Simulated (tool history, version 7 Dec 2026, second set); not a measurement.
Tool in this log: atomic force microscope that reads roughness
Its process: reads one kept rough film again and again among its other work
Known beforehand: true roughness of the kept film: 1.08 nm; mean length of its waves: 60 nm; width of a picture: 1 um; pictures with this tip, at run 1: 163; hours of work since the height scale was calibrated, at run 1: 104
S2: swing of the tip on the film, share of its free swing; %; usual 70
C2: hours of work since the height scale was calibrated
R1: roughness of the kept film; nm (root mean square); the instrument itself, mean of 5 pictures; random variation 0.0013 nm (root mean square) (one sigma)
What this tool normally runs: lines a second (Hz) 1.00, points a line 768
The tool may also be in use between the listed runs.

run 1 day=0.000 | lines_a_second_(Hz)=1.00 S2=70 points_a_line=768 | pictures_with_this_tip=163 C2=104 | R1=1.048
run 2 day=0.892 | lines_a_second_(Hz)=0.90 S2=70 points_a_line=768 | pictures_with_this_tip=193 C2=116 | R1=1.047
run 3 day=2.004 | lines_a_second_(Hz)=0.90 S2=70 points_a_line=768 | pictures_with_this_tip=231 C2=131 | R1=1.047
-- day=2.342 new tip fitted
run 4 day=2.500 | lines_a_second_(Hz)=0.90 S2=70 points_a_line=768 | pictures_with_this_tip=5 C2=137 | R1=1.052
run 5 day=3.317 | lines_a_second_(Hz)=0.90 S2=70 points_a_line=768 | pictures_with_this_tip=33 C2=148 | R1=1.051
run 6 day=4.329 | lines_a_second_(Hz)=1.00 S2=70 points_a_line=327 | pictures_with_this_tip=67 C2=161 | R1=1.046
run 7 day=5.004 | lines_a_second_(Hz)=1.00 S2=70 points_a_line=327 | pictures_with_this_tip=89 C2=170 | R1=1.044
run 8 day=6.108 | lines_a_second_(Hz)=1.00 S2=70 points_a_line=327 | pictures_with_this_tip=126 C2=184 | R1=1.045
run 9 day=6.729 | lines_a_second_(Hz)=1.00 S2=70 points_a_line=327 | pictures_with_this_tip=147 C2=193 | R1=1.043
run 10 day=7.308 | lines_a_second_(Hz)=1.00 S2=70 points_a_line=768 | pictures_with_this_tip=166 C2=200 | R1=1.047
run 11 day=8.004 | lines_a_second_(Hz)=1.00 S2=70 points_a_line=768 | pictures_with_this_tip=190 C2=209 | R1=1.045
run 12 day=8.679 | lines_a_second_(Hz)=1.00 S2=70 points_a_line=768 | pictures_with_this_tip=212 C2=218 | R1=1.043
run 13 day=9.483 | lines_a_second_(Hz)=1.00 S2=70 points_a_line=367 | pictures_with_this_tip=239 C2=229 | R1=1.041
-- day=9.554 new tip fitted
run 14 day=10.567 | lines_a_second_(Hz)=1.00 S2=70 points_a_line=367 | pictures_with_this_tip=34 C2=243 | R1=1.046
run 15 day=11.033 | lines_a_second_(Hz)=1.00 S2=70 points_a_line=566 | pictures_with_this_tip=49 C2=249 | R1=1.049
run 16 day=11.946 | lines_a_second_(Hz)=1.00 S2=70 points_a_line=566 | pictures_with_this_tip=80 C2=261 | R1=1.047
run 17 day=12.971 | lines_a_second_(Hz)=2.59 S2=83 points_a_line=840 | pictures_with_this_tip=114 C2=275 | R1=0.965
run 18 day=13.929 | lines_a_second_(Hz)=1.00 S2=70 points_a_line=338 | pictures_with_this_tip=146 C2=287 | R1=1.043
run 19 day=14.879 | lines_a_second_(Hz)=1.00 S2=70 points_a_line=338 | pictures_with_this_tip=178 C2=300 | R1=1.043
run 20 day=15.904 | lines_a_second_(Hz)=1.00 S2=66 points_a_line=380 | pictures_with_this_tip=212 C2=313 | R1=1.048
run 21 day=16.729 | lines_a_second_(Hz)=1.00 S2=66 points_a_line=380 | pictures_with_this_tip=240 C2=324 | R1=1.043
-- day=16.821 new tip fitted
run 22 day=17.217 | lines_a_second_(Hz)=1.00 S2=57 points_a_line=380 | pictures_with_this_tip=13 C2=330 | R1=1.059
run 23 day=18.033 | lines_a_second_(Hz)=1.00 S2=75 points_a_line=452 | pictures_with_this_tip=41 C2=341 | R1=1.040
run 24 day=18.783 | lines_a_second_(Hz)=1.00 S2=70 points_a_line=440 | pictures_with_this_tip=66 C2=351 | R1=1.045
run 25 day=19.350 | lines_a_second_(Hz)=1.00 S2=70 points_a_line=440 | pictures_with_this_tip=85 C2=359 | R1=1.046
run 26 day=20.088 | lines_a_second_(Hz)=3.82 S2=60 points_a_line=440 | pictures_with_this_tip=109 C2=368 | R1=1.025

What will run 27 give?
run 27 day=20.588 | lines_a_second_(Hz)=3.25 S2=88 points_a_line=729 | pictures_with_this_tip=126 C2=375 | R1=?

{"run 27": {"R1": 0.915}}
On a tool with no hidden condition, and with the same random variation, this run would have come out at R1 0.920 nm (root mean square).

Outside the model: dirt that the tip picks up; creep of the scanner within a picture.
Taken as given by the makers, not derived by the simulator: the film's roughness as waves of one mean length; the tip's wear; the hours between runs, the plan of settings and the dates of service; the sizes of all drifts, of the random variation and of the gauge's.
